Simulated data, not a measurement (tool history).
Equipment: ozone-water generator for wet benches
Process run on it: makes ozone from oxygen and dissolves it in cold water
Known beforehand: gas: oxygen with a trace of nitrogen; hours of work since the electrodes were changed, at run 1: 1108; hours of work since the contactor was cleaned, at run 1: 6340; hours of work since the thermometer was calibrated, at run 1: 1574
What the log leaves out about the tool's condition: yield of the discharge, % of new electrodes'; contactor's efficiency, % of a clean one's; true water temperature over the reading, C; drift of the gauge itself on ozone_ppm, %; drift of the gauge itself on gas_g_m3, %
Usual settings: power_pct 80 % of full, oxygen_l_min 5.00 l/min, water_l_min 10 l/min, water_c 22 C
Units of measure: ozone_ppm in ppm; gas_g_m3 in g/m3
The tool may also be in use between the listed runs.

run,day,power_pct,oxygen_l_min,water_l_min,water_c,hours of work since the electrodes were changed,hours of work since the contactor was cleaned,hours of work since the thermometer was calibrated,ozone_ppm,gas_g_m3
1,0.000,80,5.00,10,22,1108,6340,1574,41.5,272.1
2,1.600,80,5.00,10,22,1144,6375,1610,41.3,272.9
3,2.579,80,5.00,10,22,1165,6397,1632,41.1,274.0
4,3.633,80,5.00,10,22,1189,6420,1655,41.8,273.9
5,4.933,80,5.00,10,22,1217,6449,1684,41.6,275.4
6,6.746,80,5.00,10,22,1258,6489,1724,41.1,274.1
7,8.433,80,5.00,10,22,1295,6527,1761,41.0,275.1
8,9.304,80,5.00,10,22,1314,6546,1781,41.3,275.0
9,11.238,80,5.00,10,22,1357,6589,1823,41.3,274.9
10,12.825,80,5.00,10,22,1392,6624,1859,41.4,272.2
11,14.254,80,5.00,10,22,1424,6656,1890,41.1,272.6
12,15.850,80,5.00,10,22,1459,6691,1926,40.9,273.8
13,16.875,68,5.00,10,22,1482,6714,1948,38.1,251.6
14,18.529,71,5.00,10,22,1519,6750,1985,39.0,257.4
15,20.350,80,5.00,10,22,1559,6791,2026,40.9,274.3
16,21.588,80,3.56,10,22,1587,6818,2053,41.1,316.4
17,23.462,80,5.00,10,22,1628,6860,2095,41.6,274.6
18,25.138,80,5.00,10,22,1665,6897,2132,41.3,274.4
19,26.917,80,5.00,10,22,1705,6936,2171,41.3,274.8
20,28.350,80,5.00,10,22,1736,6968,2203,41.1,273.0
21,30.242,80,5.00,10,25,1778,7010,2245,38.4,274.5
22,31.650,80,5.00,10,25,1810,7041,2276,38.6,275.3
23,33.217,80,5.00,10,25,1844,7076,2311,38.7,274.2
24,35.138,80,5.00,10,25,1887,7119,2353,38.5,273.6
25,36.604,41,6.54,15,20,1919,7151,2386,24.1,172.2
26,37.479,41,6.54,15,20,1939,7170,2405,24.1,173.9
27,39.338,41,6.54,15,20,1980,7212,2446,24.2,172.6
28,40.854,85,3.05,10,22,2014,7245,2480,42.2,347.5
29,41.775,85,3.05,10,22,2034,7266,2500,42.3,344.7

What will run 30 give?
30,42.708,80,5.69,10,17,2055,7286,2521,?,?

ozone_ppm: 45.1 ppm
gas_g_m3: 257.8 g/m3
With the hidden condition absent and the run-to-run variation left alone, this run would have shown ozone_ppm 45.2 ppm, gas_g_m3 258.0 g/m3.
